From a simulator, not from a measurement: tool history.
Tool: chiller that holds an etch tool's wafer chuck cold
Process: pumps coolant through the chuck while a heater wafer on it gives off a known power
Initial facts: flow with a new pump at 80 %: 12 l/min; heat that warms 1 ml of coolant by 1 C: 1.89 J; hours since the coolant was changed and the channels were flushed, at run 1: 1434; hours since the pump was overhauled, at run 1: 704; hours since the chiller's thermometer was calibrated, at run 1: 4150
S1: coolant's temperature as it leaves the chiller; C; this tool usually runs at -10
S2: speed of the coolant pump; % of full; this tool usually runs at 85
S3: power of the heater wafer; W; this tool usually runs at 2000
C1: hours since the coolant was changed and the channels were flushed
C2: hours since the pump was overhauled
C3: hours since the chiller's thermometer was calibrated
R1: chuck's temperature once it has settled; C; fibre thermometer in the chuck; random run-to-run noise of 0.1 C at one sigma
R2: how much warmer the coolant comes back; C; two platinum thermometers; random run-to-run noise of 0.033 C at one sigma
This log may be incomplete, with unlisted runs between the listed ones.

run    hour   S1  S2    S3    C1    C2    C3    R1    R2
  1       0  -10  85  2000  1434   704  4150   4.2  5.03
  2      33  -10  63  2000  1467   737  4183   8.2  7.12
  3    89.4  -10  63  2000  1523   793  4239   8.1  7.15
  4   145.7  -10  85  1423  1580   850  4295     0  3.59
  5   193.4  -10  85  1423  1627   897  4343  -0.1  3.66
  6   250.2  -10  85  1423  1684   954  4400  -0.1  3.63
  7   299.9  -10  85  1423  1734  1004  4450  -0.2  3.59
  8   348.7  -10  85  2000  1783  1053  4498   4.1  5.09
  9   387.8  -10  85  2000  1822  1092  4538     4   5.1
 10   446.6  -10  85  2000  1881  1151  4596   4.2  5.07
 11   499.6  -10  85  2000  1934  1204  4649   4.2  5.16
 12   558.8  -10  85  2000  1993  1263  4708   4.2  5.06
 13   597.2  -10  85  2000  2031  1301  4747   4.3  5.09
 14   629.8  -10  85  1172  2064  1334  4780  -1.9  3.01
 15   657.8  -10  68  1172  2092  1362  4808  -0.4  3.87
 16   692.7  -10  68  1172  2127  1397  4842  -0.2  3.83
 17   734.3   -4  95  1952  2168  1438  4884   8.5  4.31
 18   761.4   -4  95  1952  2195  1465  4911   8.6  4.39
 19   800.4   -4  95  1952  2234  1504  4950   8.7  4.41
 20   842.9  -12  99  1423  2277  1547  4993  -3.2  3.03
 21   890.7  -17  85  1305  2325  1595  5040  -7.9   3.3
      906.8  -- chiller's thermometer calibrated
 22   925.8  -17  85  1305  2359  1629    19  -7.2  3.35
 23   973.4  -19  85  2068  2406  1676    67  -3.4  5.28
 24  1028.1  -10  97  2000  2461  1731   121   3.5  4.38
 25  1064.7  -10  61  2173  2498  1768   158  11.2  8.14
 26  1088.7   -7  98  1129  2522  1792   182   0.6  2.44
 27  1144.5  -10  76  2000  2578  1848   238   6.5  5.76
 28  1169.9  -17  99  1540  2603  1873   263  -6.8  3.28
 29  1203.2  -17  78  1774  2636  1906   296  -2.7  5.08
 30  1257.2   -4  85  2654  2690  1960   350  16.1  6.85
 31  1299.9  -10  92  2367  2733  2003   393   6.7  5.55
 32  1337.1  -15  92  2001  2770  2040   430  -0.7   4.7

Hidden condition of the tool, last listed run before each entry between runs versus first listed run after:
After run 21, before run 22: chiller's thermometer calibrated (hour 906.8)
  heat passed by the chuck's channels, % of clean ones': 94.9 -> 94.8; flow at a given pump speed, % of a new pump's: 96.5 -> 96.4; coolant's true temperature over the reading, C: -0.71 -> -0.05
  measured less the result without the state, R1: -0.1 -> +0.6 C; R2: +0.12 -> +0.12 C

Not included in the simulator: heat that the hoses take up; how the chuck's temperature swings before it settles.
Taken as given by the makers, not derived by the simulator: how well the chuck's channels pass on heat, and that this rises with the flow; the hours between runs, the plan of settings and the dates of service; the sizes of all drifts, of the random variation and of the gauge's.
